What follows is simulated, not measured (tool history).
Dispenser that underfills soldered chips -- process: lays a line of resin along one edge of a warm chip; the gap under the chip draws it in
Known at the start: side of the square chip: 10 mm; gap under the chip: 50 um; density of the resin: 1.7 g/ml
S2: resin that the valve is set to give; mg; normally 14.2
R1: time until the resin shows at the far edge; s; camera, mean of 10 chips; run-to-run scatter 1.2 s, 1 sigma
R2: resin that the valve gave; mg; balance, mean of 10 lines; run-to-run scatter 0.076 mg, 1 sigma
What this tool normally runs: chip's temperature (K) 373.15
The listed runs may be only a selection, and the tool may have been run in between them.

run 1 day=0 | chip's_temperature_(K)=373.15 S2=14.2 | R1=159.5 R2=13.53
run 2 day=0.146 | chip's_temperature_(K)=373.15 S2=17.6 | R1=188 R2=16.89
-- day=0.221 new syringe of resin
run 3 day=0.292 | chip's_temperature_(K)=373.15 S2=17.6 | R1=126.2 R2=16.71
run 4 day=0.438 | chip's_temperature_(K)=373.15 S2=17.6 | R1=147.5 R2=16.67
run 5 day=0.575 | chip's_temperature_(K)=373.15 S2=17.6 | R1=176.3 R2=16.64
-- day=0.7 new syringe of resin
run 6 day=0.7 | chip's_temperature_(K)=373.15 S2=14.2 | R1=121.3 R2=13.44
run 7 day=0.85 | chip's_temperature_(K)=373.15 S2=14.2 | R1=143.4 R2=13.54
run 8 day=0.954 | chip's_temperature_(K)=373.15 S2=13.3 | R1=160.3 R2=12.61
run 9 day=1.058 | chip's_temperature_(K)=373.15 S2=12.2 | R1=188.3 R2=11.42
-- day=1.179 new syringe of resin
run 10 day=1.208 | chip's_temperature_(K)=373.15 S2=12.2 | R1=132.2 R2=11.48
run 11 day=1.333 | chip's_temperature_(K)=373.15 S2=12.2 | R1=150.7 R2=11.41
run 12 day=1.471 | chip's_temperature_(K)=370.15 S2=14.2 | R1=186.3 R2=13.27
-- day=1.654 new syringe of resin
run 13 day=1.671 | chip's_temperature_(K)=373.15 S2=14.2 | R1=121.8 R2=13.21
run 14 day=1.8 | chip's_temperature_(K)=376.15 S2=14.2 | R1=127.1 R2=13.29
run 15 day=1.917 | chip's_temperature_(K)=373.15 S2=17.3 | R1=160.2 R2=16.11
run 16 day=2.071 | chip's_temperature_(K)=373.15 S2=12.3 | R1=197 R2=11.46
-- day=2.129 new syringe of resin
run 17 day=2.246 | chip's_temperature_(K)=373.15 S2=12.3 | R1=145 R2=11.32
run 18 day=2.358 | chip's_temperature_(K)=373.15 S2=12.3 | R1=162.9 R2=11.37
run 19 day=2.521 | chip's_temperature_(K)=370.15 S2=12.2 | R1=213.8 R2=11.32
-- day=2.596 new syringe of resin
run 20 day=2.65 | chip's_temperature_(K)=370.15 S2=12.2 | R1=142.8 R2=11.31
run 21 day=2.767 | chip's_temperature_(K)=385.15 S2=14 | R1=106.8 R2=12.92
run 22 day=2.942 | chip's_temperature_(K)=385.15 S2=14 | R1=128.9 R2=12.89
-- day=3.067 new syringe of resin
run 23 day=3.125 | chip's_temperature_(K)=373.15 S2=13.8 | R1=132.6 R2=12.75
run 24 day=3.262 | chip's_temperature_(K)=373.15 S2=13.8 | R1=155.5 R2=12.67
run 25 day=3.45 | chip's_temperature_(K)=366.15 S2=16.6 | R1=234.7 R2=15.29
-- day=3.538 new syringe of resin
run 26 day=3.617 | chip's_temperature_(K)=366.15 S2=16.6 | R1=160.9 R2=15.2
run 27 day=3.696 | chip's_temperature_(K)=366.15 S2=16.6 | R1=175 R2=15.16
run 28 day=3.817 | chip's_temperature_(K)=360.15 S2=17.8 | R1=241.9 R2=16.15
run 29 day=3.921 | chip's_temperature_(K)=373.15 S2=12.4 | R1=194.6 R2=11.28
-- day=4.012 new syringe of resin
run 30 day=4.029 | chip's_temperature_(K)=362.15 S2=12.7 | R1=176.8 R2=11.66
run 31 day=4.179 | chip's_temperature_(K)=358.15 S2=14.6 | R1=232.1 R2=13.22
run 32 day=4.317 | chip's_temperature_(K)=386.15 S2=16.7 | R1=117.7 R2=15.05
run 33 day=4.442 | chip's_temperature_(K)=371.15 S2=16.9 | R1=208.8 R2=15.15
-- day=4.479 new syringe of resin
-- day=4.521 dispensing valve cleaned and set on the balance
run 34 day=4.667 | chip's_temperature_(K)=365.15 S2=13 | R1=181.9 R2=13.1
run 35 day=4.767 | chip's_temperature_(K)=366.15 S2=12.9 | R1=201.7 R2=12.87
run 36 day=4.846 | chip's_temperature_(K)=377.15 S2=13.3 | R1=155.5 R2=13.35

4 options for the next run, each taken on its own from the tool as it stands now. Forecast them:
-- day=4.992 new syringe of resin
run A day=4.992 | chip's_temperature_(K)=375.15 S2=15.2 | R1=? R2=?
-- day=4.992 new syringe of resin
run B day=4.992 | chip's_temperature_(K)=366.15 S2=14.1 | R1=? R2=?
-- day=4.992 new syringe of resin
run C day=4.992 | chip's_temperature_(K)=368.15 S2=15 | R1=? R2=?
-- day=4.992 new syringe of resin
run D day=4.992 | chip's_temperature_(K)=363.15 S2=14.8 | R1=? R2=?

run=A R1=114.1 R2=15.11
run=B R1=146.9 R2=14.13
run=C R1=138.5 R2=14.95
run=D R1=157.6 R2=14.68
Without the tool's unlogged condition, the same runs would have read:
run=A R1=113.6 R2=15.15
run=B R1=146 R2=14.17
run=C R1=137.7 R2=14.99
run=D R1=156.6 R2=14.71
